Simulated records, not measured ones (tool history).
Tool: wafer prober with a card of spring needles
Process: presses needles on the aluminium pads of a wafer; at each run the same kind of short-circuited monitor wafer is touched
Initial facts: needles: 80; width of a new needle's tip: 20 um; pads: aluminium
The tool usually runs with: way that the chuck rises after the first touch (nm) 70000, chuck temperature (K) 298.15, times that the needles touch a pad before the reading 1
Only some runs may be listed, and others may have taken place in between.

run   hour  way that the chuck rises after the first touch (nm)  chuck temperature (K)  times that the needles touch a pad before the reading  resistance of one needle with its contact and lead (mohm)  way that a needle slides on the pad (nm)
  1      0                                                70000                 298.15                                                      1                                                        274                                     10180
       8.8  -- tips cleaned on abrasive film
      23.4  -- tips cleaned on abrasive film
        38  -- tips cleaned on abrasive film
      52.6  -- tips cleaned on abrasive film
  2   63.7                                                70000                 323.15                                                      1                                                        313                                     10330
      66.7  -- tips cleaned on abrasive film
      81.3  -- tips cleaned on abrasive film
      95.9  -- tips cleaned on abrasive film
     110.5  -- tips cleaned on abrasive film
  3  111.5                                                70000                 298.15                                                      1                                                        255                                     10140
     123.2  -- tips cleaned on abrasive film
     126.4  -- height of the first contact set anew
     138.1  -- tips cleaned on abrasive film
     152.7  -- tips cleaned on abrasive film
     167.3  -- tips cleaned on abrasive film
  4  173.8                                                70000                 298.15                                                      1                                                        289                                     10630
     179.7  -- tips cleaned on abrasive film
     194.3  -- tips cleaned on abrasive film
       206  -- tips cleaned on abrasive film
     220.6  -- tips cleaned on abrasive film
     235.2  -- tips cleaned on abrasive film
  5  238.1                                                70000                 298.15                                                      1                                                        267                                     10710
     249.8  -- tips cleaned on abrasive film
     264.4  -- tips cleaned on abrasive film
       279  -- tips cleaned on abrasive film
     293.6  -- tips cleaned on abrasive film
  6  294.9                                                70000                 298.15                                                      1                                                        258                                     10550

Expected results for the next run?
     306.6  -- tips cleaned on abrasive film
     321.2  -- tips cleaned on abrasive film
     333.3  -- tips cleaned on abrasive film
  7  333.3                                                70000                 298.15                                                      2                                                          ?                                         ?

resistance of one needle with its contact and lead (mohm): 244
way that a needle slides on the pad (nm): 10620
With no hidden state in the tool, this same run would have given resistance of one needle with its contact and lead (mohm) 237, way that a needle slides on the pad (nm) 10760.
